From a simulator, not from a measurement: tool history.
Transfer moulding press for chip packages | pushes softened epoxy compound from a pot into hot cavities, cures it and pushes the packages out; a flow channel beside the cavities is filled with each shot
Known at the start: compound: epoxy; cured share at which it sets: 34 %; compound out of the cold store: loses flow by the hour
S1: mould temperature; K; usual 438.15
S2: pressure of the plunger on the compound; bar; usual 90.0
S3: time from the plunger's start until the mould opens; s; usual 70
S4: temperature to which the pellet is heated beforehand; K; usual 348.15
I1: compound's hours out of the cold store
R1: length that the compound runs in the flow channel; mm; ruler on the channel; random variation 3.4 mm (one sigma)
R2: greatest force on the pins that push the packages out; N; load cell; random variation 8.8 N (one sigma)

| run | day | S1 | S2 | S3 | S4 | I1 | R1 | R2 |
|---|---|---|---|---|---|---|---|---|
| 1 | 0.000 | 438.15 | 90.0 | 70 | 348.15 | 22.0 | 985 | 381 |
|  | 1.550 | cavities cleaned with cleaning compound and waxed |
| 2 | 1.975 | 438.15 | 90.0 | 70 | 350.15 | 46.2 | 942 | 409 |
|  | 3.917 | plunger's sealing rings changed |
|  | 3.979 | cavities cleaned with cleaning compound and waxed |
| 3 | 5.625 | 438.15 | 90.0 | 70 | 350.15 | 36.8 | 949 | 399 |
|  | 6.408 | cavities cleaned with cleaning compound and waxed |
|  | 8.833 | cavities cleaned with cleaning compound and waxed |
| 4 | 9.250 | 438.15 | 90.0 | 70 | 348.15 | 31.3 | 960 | 394 |
|  | 10.775 | mould's thermocouples calibrated |
|  | 11.338 | cavities cleaned with cleaning compound and waxed |
| 5 | 12.533 | 438.15 | 90.0 | 70 | 348.15 | 15.7 | 994 | 410 |
|  | 13.700 | cavities cleaned with cleaning compound and waxed |
| 6 | 15.446 | 438.15 | 90.0 | 70 | 348.15 | 30.2 | 969 | 411 |
|  | 16.029 | cavities cleaned with cleaning compound and waxed |
|  | 16.412 | plunger's sealing rings changed |
|  | 18.562 | cavities cleaned with cleaning compound and waxed |
| 7 | 18.850 | 438.15 | 90.0 | 70 | 348.15 | 38.0 | 955 | 397 |
|  | 21.012 | cavities cleaned with cleaning compound and waxed |
| 8 | 22.571 | 435.15 | 90.0 | 70 | 348.15 | 37.6 | 968 | 470 |
|  | 23.417 | cavities cleaned with cleaning compound and waxed |
|  | 25.812 | cavities cleaned with cleaning compound and waxed |
| 9 | 26.379 | 438.15 | 90.0 | 70 | 351.15 | 44.5 | 939 | 396 |
|  | 28.317 | cavities cleaned with cleaning compound and waxed |
|  | 28.679 | plunger's sealing rings changed |
| 10 | 29.046 | 438.15 | 90.0 | 70 | 351.15 | 32.9 | 960 | 401 |
|  | 30.029 | mould's thermocouples calibrated |
|  | 30.846 | cavities cleaned with cleaning compound and waxed |
| 11 | 32.517 | 438.15 | 90.0 | 70 | 351.15 | 32.9 | 959 | 402 |
|  | 33.354 | cavities cleaned with cleaning compound and waxed |
|  | 35.700 | cavities cleaned with cleaning compound and waxed |
| 12 | 35.929 | 438.15 | 90.0 | 70 | 346.15 | 25.1 | 971 | 400 |
|  | 38.008 | cavities cleaned with cleaning compound and waxed |
| 13 | 38.150 | 438.15 | 90.0 | 70 | 346.15 | 44.1 | 935 | 389 |
|  | 40.608 | cavities cleaned with cleaning compound and waxed |
|  | 40.958 | plunger's sealing rings changed |
| 14 | 42.025 | 438.15 | 90.0 | 70 | 346.15 | 41.3 | 950 | 414 |
|  | 43.079 | cavities cleaned with cleaning compound and waxed |
|  | 45.392 | cavities cleaned with cleaning compound and waxed |
| 15 | 45.654 | 438.15 | 90.0 | 56 | 348.15 | 40.6 | 948 | 604 |
| 16 | 47.342 | 438.15 | 69.3 | 70 | 348.15 | 42.2 | 835 | 391 |
|  | 47.929 | cavities cleaned with cleaning compound and waxed |
|  | 49.250 | mould's thermocouples calibrated |
|  | 50.467 | cavities cleaned with cleaning compound and waxed |
| 17 | 50.938 | 438.15 | 75.7 | 89 | 348.15 | 43.6 | 861 | 352 |
|  | 52.942 | cavities cleaned with cleaning compound and waxed |
|  | 53.242 | plunger's sealing rings changed |
| 18 | 53.246 | 443.15 | 92.2 | 90 | 345.15 | 42.2 | 925 | 329 |
|  | 55.617 | cavities cleaned with cleaning compound and waxed |
| 19 | 56.146 | 438.15 | 84.5 | 70 | 355.15 | 44.4 | 909 | 400 |
|  | 58.183 | cavities cleaned with cleaning compound and waxed |
| 20 | 58.650 | 441.15 | 100.8 | 70 | 351.15 | 34.7 | 996 | 369 |
|  | 60.512 | cavities cleaned with cleaning compound and waxed |
| 21 | 61.583 | 436.15 | 73.8 | 81 | 354.15 | 44.1 | 854 | 349 |
|  | 62.871 | cavities cleaned with cleaning compound and waxed |
| 22 | 63.200 | 436.15 | 73.8 | 81 | 354.15 | 44.0 | 862 | 356 |
|  | 65.338 | plunger's sealing rings changed |
|  | 65.400 | cavities cleaned with cleaning compound and waxed |
| 23 | 66.133 | 436.15 | 73.8 | 81 | 354.15 | 24.4 | 897 | 375 |
|  | 67.775 | cavities cleaned with cleaning compound and waxed |
|  | 68.479 | mould's thermocouples calibrated |
| 24 | 69.938 | 434.15 | 68.0 | 80 | 346.15 | 29.9 | 862 | 424 |

The next listed run, before its measurement:
|  | 70.321 | cavities cleaned with cleaning compound and waxed |
|  | 72.692 | cavities cleaned with cleaning compound and waxed |
| 25 | 73.096 | 434.15 | 68.0 | 80 | 346.15 | 13.8 | ? | ? |

Run 25 gave R1 889 mm, R2 403 N.
Without the tool's hidden state the same run would have given R1 890 mm, R2 401 N.

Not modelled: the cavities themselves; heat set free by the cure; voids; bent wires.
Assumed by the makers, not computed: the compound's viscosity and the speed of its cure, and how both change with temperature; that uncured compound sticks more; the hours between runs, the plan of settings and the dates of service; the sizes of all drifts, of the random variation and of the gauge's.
